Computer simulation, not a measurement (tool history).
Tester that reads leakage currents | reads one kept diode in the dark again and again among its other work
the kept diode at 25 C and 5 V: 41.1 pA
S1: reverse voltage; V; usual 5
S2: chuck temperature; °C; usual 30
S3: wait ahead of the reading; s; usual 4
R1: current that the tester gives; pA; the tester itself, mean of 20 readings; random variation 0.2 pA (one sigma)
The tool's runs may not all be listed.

{"run": 1, "day": 0.0, "S1": 5, "S2": 30, "S3": 4, "R1": 71.06}
{"run": 2, "day": 8.55, "S1": 5, "S2": 30, "S3": 4, "R1": 71.75}
{"day": 11.979, "done": "probe card cleaned and baked"}
{"run": 3, "day": 14.379, "S1": 5, "S2": 30, "S3": 7.33, "R1": 69.49}
{"run": 4, "day": 18.054, "S1": 5, "S2": 30, "S3": 7.33, "R1": 69.64}
{"run": 5, "day": 23.221, "S1": 5, "S2": 30, "S3": 7.33, "R1": 70.04}
{"run": 6, "day": 29.254, "S1": 5, "S2": 30, "S3": 7.33, "R1": 70.26}
{"run": 7, "day": 33.717, "S1": 5, "S2": 30, "S3": 4, "R1": 70.6}
{"run": 8, "day": 40.267, "S1": 5, "S2": 30, "S3": 4, "R1": 71.41}
{"run": 9, "day": 47.354, "S1": 2.6, "S2": 30, "S3": 4, "R1": 52.27}
{"run": 10, "day": 51.062, "S1": 2.6, "S2": 30, "S3": 4, "R1": 52.36}

The next listed run, before its measurement:
{"run": 11, "day": 56.4, "S1": 1.27, "S2": 22, "S3": 3.66, "R1": "?"}

{"run 11": {"R1": 18.3}}
Without the tool's hidden state the same run would have given R1 16.25 pA.
